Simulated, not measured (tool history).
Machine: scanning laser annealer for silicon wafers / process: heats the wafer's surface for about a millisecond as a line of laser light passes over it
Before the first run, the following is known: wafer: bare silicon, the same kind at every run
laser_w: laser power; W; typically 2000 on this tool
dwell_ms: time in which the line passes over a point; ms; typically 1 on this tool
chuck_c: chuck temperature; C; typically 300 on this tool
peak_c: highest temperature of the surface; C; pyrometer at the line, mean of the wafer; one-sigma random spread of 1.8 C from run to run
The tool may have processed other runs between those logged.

{"run": 1, "hour": 0.0, "laser_w": 2000, "dwell_ms": 1, "chuck_c": 300, "peak_c": 987}
{"run": 2, "hour": 8.5, "laser_w": 2000, "dwell_ms": 0.77, "chuck_c": 300, "peak_c": 897}
{"run": 3, "hour": 22.9, "laser_w": 1998, "dwell_ms": 1, "chuck_c": 300, "peak_c": 985}
{"run": 4, "hour": 34.8, "laser_w": 1998, "dwell_ms": 1, "chuck_c": 300, "peak_c": 984}
{"run": 5, "hour": 47.8, "laser_w": 2000, "dwell_ms": 1, "chuck_c": 300, "peak_c": 982}
{"run": 6, "hour": 55.1, "laser_w": 2000, "dwell_ms": 1, "chuck_c": 300, "peak_c": 986}
{"run": 7, "hour": 62.4, "laser_w": 2000, "dwell_ms": 1, "chuck_c": 300, "peak_c": 984}
{"run": 8, "hour": 75.1, "laser_w": 2000, "dwell_ms": 1, "chuck_c": 300, "peak_c": 984}
{"run": 9, "hour": 84.4, "laser_w": 2000, "dwell_ms": 1, "chuck_c": 300, "peak_c": 984}
{"run": 10, "hour": 95.8, "laser_w": 2000, "dwell_ms": 1, "chuck_c": 294, "peak_c": 974}
{"run": 11, "hour": 111.3, "laser_w": 2000, "dwell_ms": 1, "chuck_c": 294, "peak_c": 978}
{"run": 12, "hour": 121.7, "laser_w": 2000, "dwell_ms": 1, "chuck_c": 294, "peak_c": 979}
{"run": 13, "hour": 134.4, "laser_w": 2000, "dwell_ms": 1, "chuck_c": 300, "peak_c": 980}
{"hour": 140.3, "done": "optics aligned, line set to its width"}
{"run": 14, "hour": 152.4, "laser_w": 2000, "dwell_ms": 1, "chuck_c": 300, "peak_c": 979}
{"run": 15, "hour": 163.1, "laser_w": 2000, "dwell_ms": 1, "chuck_c": 300, "peak_c": 979}
{"hour": 170.6, "done": "optics aligned, line set to its width, once more"}
{"run": 16, "hour": 182.9, "laser_w": 2000, "dwell_ms": 1, "chuck_c": 300, "peak_c": 983}
{"run": 17, "hour": 193.3, "laser_w": 1812, "dwell_ms": 1, "chuck_c": 300, "peak_c": 918}
{"run": 18, "hour": 202.9, "laser_w": 1812, "dwell_ms": 1, "chuck_c": 300, "peak_c": 915}
{"run": 19, "hour": 212.2, "laser_w": 1707, "dwell_ms": 1, "chuck_c": 299, "peak_c": 878}
{"run": 20, "hour": 225.7, "laser_w": 1952, "dwell_ms": 1.09, "chuck_c": 335, "peak_c": 1030}
{"run": 21, "hour": 236.5, "laser_w": 1952, "dwell_ms": 1.09, "chuck_c": 335, "peak_c": 1023}
{"run": 22, "hour": 247.5, "laser_w": 1952, "dwell_ms": 1.09, "chuck_c": 335, "peak_c": 1030}
{"run": 23, "hour": 259.5, "laser_w": 1952, "dwell_ms": 1.09, "chuck_c": 335, "peak_c": 1026}
{"run": 24, "hour": 270.6, "laser_w": 1730, "dwell_ms": 1.01, "chuck_c": 298, "peak_c": 883}
{"run": 25, "hour": 286.0, "laser_w": 1781, "dwell_ms": 0.73, "chuck_c": 298, "peak_c": 810}
{"hour": 295.7, "done": "window over the wafer cleaned"}
{"run": 26, "hour": 300.6, "laser_w": 1834, "dwell_ms": 0.85, "chuck_c": 275, "peak_c": 873}
{"run": 27, "hour": 311.3, "laser_w": 1809, "dwell_ms": 1.16, "chuck_c": 275, "peak_c": 971}

Forecast run 28:
{"run": 28, "hour": 325.4, "laser_w": 2000, "dwell_ms": 0.75, "chuck_c": 300, "peak_c": "?"}

Run 28 measured peak_c 910 C.
With no hidden state in the tool, this same run would have given peak_c 913 C.
